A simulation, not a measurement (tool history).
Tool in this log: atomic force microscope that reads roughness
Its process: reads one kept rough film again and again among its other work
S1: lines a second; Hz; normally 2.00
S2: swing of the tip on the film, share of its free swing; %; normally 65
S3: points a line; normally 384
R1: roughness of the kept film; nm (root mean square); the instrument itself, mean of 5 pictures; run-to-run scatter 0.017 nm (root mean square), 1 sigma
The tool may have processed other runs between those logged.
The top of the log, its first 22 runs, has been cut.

run,hour,S1,S2,S3,R1
23,687.4,2.00,65,493,3.238
24,716.8,2.00,65,493,2.830
# hour 735.1: new tip fitted
25,741.9,1.94,65,384,3.993
26,767.1,0.96,72,384,3.484
27,797.0,1.74,81,457,2.901
28,823.1,0.57,77,444,2.742
# hour 826.5: new tip fitted
29,854.8,2.85,71,513,3.347
30,896.5,0.65,72,396,2.855
# hour 916.8: new tip fitted
31,932.8,0.65,72,396,3.785
32,972.5,1.33,83,396,3.002
33,995.1,1.33,80,757,2.821
# hour 1007.3: new tip fitted
34,1033.3,0.72,65,364,3.608
35,1055.0,1.48,56,258,3.161

For run 36, what comes out?
36,1077.2,2.81,56,283,?

Run 36 gave R1 2.829 nm (root mean square).
Take away the tool's hidden state, keep the run-to-run variation as it was, and the same run would have given R1 4.080 nm (root mean square).
